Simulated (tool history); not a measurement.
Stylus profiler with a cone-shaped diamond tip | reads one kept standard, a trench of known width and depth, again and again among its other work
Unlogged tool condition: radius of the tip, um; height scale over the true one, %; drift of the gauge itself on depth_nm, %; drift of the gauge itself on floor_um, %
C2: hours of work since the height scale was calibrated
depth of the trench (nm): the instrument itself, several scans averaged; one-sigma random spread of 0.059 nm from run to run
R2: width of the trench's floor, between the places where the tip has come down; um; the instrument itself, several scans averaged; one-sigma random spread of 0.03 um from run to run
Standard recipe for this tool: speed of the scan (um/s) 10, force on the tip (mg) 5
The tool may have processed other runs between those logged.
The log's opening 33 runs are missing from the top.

run 34 hour=697 | speed_of_the_scan_(um/s)=3 force_on_the_tip_(mg)=1.69 | scans_with_this_tip=8057 C2=808 | depth_of_the_trench_(nm)=100.93 R2=18.58
run 35 hour=723.9 | speed_of_the_scan_(um/s)=4 force_on_the_tip_(mg)=3.38 | scans_with_this_tip=8270 C2=829 | depth_of_the_trench_(nm)=101.57 R2=18.54
run 36 hour=740.8 | speed_of_the_scan_(um/s)=13 force_on_the_tip_(mg)=10.73 | scans_with_this_tip=8404 C2=843 | depth_of_the_trench_(nm)=103.53 R2=18.52
run 37 hour=753.3 | speed_of_the_scan_(um/s)=3 force_on_the_tip_(mg)=2.94 | scans_with_this_tip=8503 C2=853 | depth_of_the_trench_(nm)=101.4 R2=18.6
run 38 hour=769.6 | speed_of_the_scan_(um/s)=11 force_on_the_tip_(mg)=13.45 | scans_with_this_tip=8632 C2=866 | depth_of_the_trench_(nm)=103.96 R2=18.53
run 39 hour=788.8 | speed_of_the_scan_(um/s)=6 force_on_the_tip_(mg)=13.45 | scans_with_this_tip=8783 C2=881 | depth_of_the_trench_(nm)=103.93 R2=18.58
run 40 hour=808.4 | speed_of_the_scan_(um/s)=8 force_on_the_tip_(mg)=8.4 | scans_with_this_tip=8939 C2=896 | depth_of_the_trench_(nm)=102.84 R2=18.64
run 41 hour=822.4 | speed_of_the_scan_(um/s)=8 force_on_the_tip_(mg)=8.4 | scans_with_this_tip=9049 C2=908 | depth_of_the_trench_(nm)=102.9 R2=18.59
run 42 hour=838.5 | speed_of_the_scan_(um/s)=19 force_on_the_tip_(mg)=12.82 | scans_with_this_tip=9177 C2=920 | depth_of_the_trench_(nm)=103.86 R2=18.55
run 43 hour=862 | speed_of_the_scan_(um/s)=18 force_on_the_tip_(mg)=1.68 | scans_with_this_tip=9363 C2=939 | depth_of_the_trench_(nm)=100.88 R2=18.45
run 44 hour=880.6 | speed_of_the_scan_(um/s)=13 force_on_the_tip_(mg)=10.6 | scans_with_this_tip=9510 C2=954 | depth_of_the_trench_(nm)=103.27 R2=18.59

Alternative continuations, all from the tool just after run 44; predict every row:
run A hour=900.6 | speed_of_the_scan_(um/s)=4 force_on_the_tip_(mg)=12.72 | scans_with_this_tip=9668 C2=970 | depth_of_the_trench_(nm)=? R2=?
run B hour=900.6 | speed_of_the_scan_(um/s)=4 force_on_the_tip_(mg)=7.96 | scans_with_this_tip=9668 C2=970 | depth_of_the_trench_(nm)=? R2=?
run C hour=900.6 | speed_of_the_scan_(um/s)=3 force_on_the_tip_(mg)=2.99 | scans_with_this_tip=9668 C2=970 | depth_of_the_trench_(nm)=? R2=?

run=A depth_of_the_trench_(nm)=103.76 R2=18.54
run=B depth_of_the_trench_(nm)=102.82 R2=18.58
run=C depth_of_the_trench_(nm)=101.48 R2=18.56
Had the tool no hidden state, the same runs would have come out as:
run=A depth_of_the_trench_(nm)=103.75 R2=18.55
run=B depth_of_the_trench_(nm)=102.81 R2=18.59
run=C depth_of_the_trench_(nm)=101.47 R2=18.57
